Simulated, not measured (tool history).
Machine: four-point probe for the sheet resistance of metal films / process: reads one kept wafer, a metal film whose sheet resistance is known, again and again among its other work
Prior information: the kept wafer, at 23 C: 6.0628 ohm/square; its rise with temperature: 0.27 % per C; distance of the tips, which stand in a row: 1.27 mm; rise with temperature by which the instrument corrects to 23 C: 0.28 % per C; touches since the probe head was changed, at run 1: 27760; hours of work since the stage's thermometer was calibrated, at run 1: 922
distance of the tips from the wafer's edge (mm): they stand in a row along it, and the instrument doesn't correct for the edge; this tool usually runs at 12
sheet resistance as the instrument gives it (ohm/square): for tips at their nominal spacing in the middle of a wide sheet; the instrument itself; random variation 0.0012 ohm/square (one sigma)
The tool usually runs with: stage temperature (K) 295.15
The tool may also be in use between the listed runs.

| run | day | stage temperature (K) | distance of the tips from the wafer's edge (mm) | touches since the probe head was changed | hours of work since the stage's thermometer was calibrated | sheet resistance as the instrument gives it (ohm/square) |
|---|---|---|---|---|---|---|
| 1 | 0.000 | 295.15 | 12 | 27760 | 922 | 6.056143 |
| 2 | 2.921 | 295.15 | 12 | 30352 | 961 | 6.052857 |
| 3 | 4.571 | 295.15 | 12 | 31815 | 983 | 6.052616 |
| 4 | 7.346 | 295.15 | 12 | 34277 | 1020 | 6.049766 |
| 5 | 8.683 | 295.15 | 74 | 35460 | 1038 | 6.014776 |
| 6 | 11.358 | 295.15 | 12 | 37833 | 1073 | 6.045403 |
| 7 | 12.596 | 295.15 | 26 | 38931 | 1090 | 6.016929 |
| 8 | 15.475 | 295.15 | 12 | 41486 | 1128 | 6.043935 |
| 9 | 17.967 | 295.15 | 12 | 43697 | 1162 | 6.040837 |
| 10 | 20.338 | 295.15 | 23 | 45797 | 1193 | 6.011515 |
| 11 | 22.179 | 295.15 | 12 | 47432 | 1218 | 6.036929 |
| 12 | 23.871 | 302.15 | 12 | 48932 | 1240 | 6.031855 |
| 13 | 26.854 | 302.15 | 12 | 51576 | 1280 | 6.029856 |
| 14 | 28.396 | 302.15 | 12 | 52945 | 1301 | 6.028008 |
| 15 | 30.904 | 302.15 | 12 | 55170 | 1334 | 6.025302 |
|  | 31.054 | stage's thermometer calibrated |
| 16 | 33.350 | 295.15 | 12 | 57322 | 31 | 6.029544 |
| 17 | 36.117 | 295.15 | 12 | 59774 | 67 | 6.028656 |
| 18 | 38.575 | 295.15 | 12 | 61956 | 100 | 6.026794 |
| 19 | 41.412 | 295.15 | 12 | 64470 | 138 | 6.021845 |
| 20 | 42.717 | 295.15 | 12 | 65629 | 156 | 6.023173 |
|  | 43.225 | stage's thermometer calibrated, once more |
| 21 | 44.429 | 295.15 | 12 | 67130 | 16 | 6.010741 |
| 22 | 46.538 | 295.15 | 12 | 68997 | 44 | 6.010109 |
| 23 | 48.246 | 292.15 | 25 | 70514 | 67 | 5.980951 |
| 24 | 49.521 | 292.15 | 25 | 71643 | 84 | 5.979603 |
| 25 | 52.129 | 292.15 | 7 | 73958 | 119 | 6.072263 |
| 26 | 53.625 | 300.15 | 4 | 75284 | 139 | 6.272681 |
| 27 | 54.925 | 296.15 | 3 | 76438 | 156 | 6.485705 |
| 28 | 56.638 | 295.15 | 48 | 77958 | 179 | 5.963892 |
| 29 | 59.617 | 295.15 | 48 | 80600 | 219 | 5.962704 |
| 30 | 62.471 | 298.15 | 39 | 83132 | 257 | 5.961404 |
| 31 | 64.800 | 297.15 | 5 | 85195 | 288 | 6.155014 |
| 32 | 66.458 | 297.15 | 5 | 86668 | 310 | 6.152684 |
|  | 68.779 | new probe head fitted |
| 33 | 68.979 | 297.15 | 5 | 177 | 343 | 6.306264 |
| 34 | 71.896 | 300.15 | 32 | 2762 | 382 | 6.100653 |
| 35 | 73.592 | 301.15 | 24 | 4268 | 404 | 6.103787 |
| 36 | 75.133 | 304.15 | 39 | 5633 | 425 | 6.094901 |
| 37 | 77.696 | 302.15 | 8 | 7905 | 459 | 6.174012 |
| 38 | 78.971 | 305.15 | 26 | 9038 | 476 | 6.098578 |
| 39 | 80.192 | 305.15 | 26 | 10119 | 492 | 6.098618 |
| 40 | 82.517 | 305.15 | 26 | 12184 | 523 | 6.095652 |
| 41 | 85.158 | 305.15 | 26 | 14525 | 559 | 6.091711 |
| 42 | 86.767 | 305.15 | 26 | 15952 | 580 | 6.089857 |
| 43 | 88.479 | 305.15 | 26 | 17471 | 603 | 6.089641 |
| 44 | 90.367 | 304.15 | 26 | 19146 | 628 | 6.089418 |

Hidden state or all else? Some run-to-run changes of sheet resistance as the instrument gives it (ohm/square), split into what the settings, what came in and random variation would give without the hidden state, and what is left for the hidden state (with any gauge scatter that isn't in both results):
The tool's hidden condition here consists of: inner tips' distance over the nominal, %; tips' flats over new ones', %; wafer's true temperature over the reading, C; drift of the gauge itself on sheet_ohm, %.
Run 20 -> 21: stage's thermometer calibrated, once more. sheet resistance as the instrument gives it (ohm/square) -0.012432: hidden state -0.011952, all else -0.000480.
Run 26 -> 27: stage temperature (K) 300.15 -> 296.15, distance of the tips from the wafer's edge (mm) 4 -> 3. sheet resistance as the instrument gives it (ohm/square) +0.213024: hidden state -0.004334, all else +0.217358.
Run 27 -> 28: stage temperature (K) 296.15 -> 295.15, distance of the tips from the wafer's edge (mm) 3 -> 48. sheet resistance as the instrument gives it (ohm/square) -0.521813: hidden state +0.006453, all else -0.528266.
Run 32 -> 33: new probe head fitted. sheet resistance as the instrument gives it (ohm/square) +0.153580: hidden state +0.151140, all else +0.002440.
Run 33 -> 34: stage temperature (K) 297.15 -> 300.15, distance of the tips from the wafer's edge (mm) 5 -> 32. sheet resistance as the instrument gives it (ohm/square) -0.205611: hidden state -0.003579, all else -0.202032.

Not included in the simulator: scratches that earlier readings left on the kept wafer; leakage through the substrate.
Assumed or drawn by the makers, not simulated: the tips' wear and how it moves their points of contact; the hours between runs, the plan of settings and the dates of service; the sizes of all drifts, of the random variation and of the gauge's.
